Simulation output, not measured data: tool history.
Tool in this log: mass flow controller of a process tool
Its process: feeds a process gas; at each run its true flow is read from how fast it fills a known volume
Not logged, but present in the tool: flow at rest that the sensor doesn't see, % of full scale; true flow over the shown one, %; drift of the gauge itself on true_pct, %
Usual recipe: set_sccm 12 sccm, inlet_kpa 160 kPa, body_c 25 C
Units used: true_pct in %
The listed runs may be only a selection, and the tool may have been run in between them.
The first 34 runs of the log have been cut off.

run      day  set_sccm  inlet_kpa  body_c  hours of work since the controller was set to zero  hours of work since the controller was changed  true_pct
 35  481.379        16        175      33                                                 737                                            8980     98.74
 36  496.029        13        201      33                                                 886                                            9129     98.58
 37   514.65         2        160      32                                                1076                                            9318     97.83
 38   533.15        12        177      23                                                1264                                            9506     99.25
 39  551.879        12        142      38                                                1455                                            9697     97.17
 40    560.5        12        142      38                                                1542                                            9785     97.13
 41  574.108         6        142      20                                                1681                                            9923     98.62
 42  593.562         6        142      20                                                1879                                           10121     98.56
 43  608.075         6        142      20                                                2026                                           10269     98.54

Consider 4 possible next runs. They are alternatives, not a sequence: every one starts from the tool as it was left by run 43. What does each give?
  A  626.862         8        246      34                                                2217                                           10460         ?
  B  626.862        12        245      23                                                2217                                           10460         ?
  C  626.862         5        160      35                                                2217                                           10460         ?
  D  626.862         6        142      28                                                2217                                           10460         ?

run  true_pct
  A     97.42
  B     98.88
  C     96.95
  D     97.64
Without the tool's unlogged condition, the same runs would have read:
run  true_pct
  A     98.79
  B    100.26
  C     98.31
  D        99
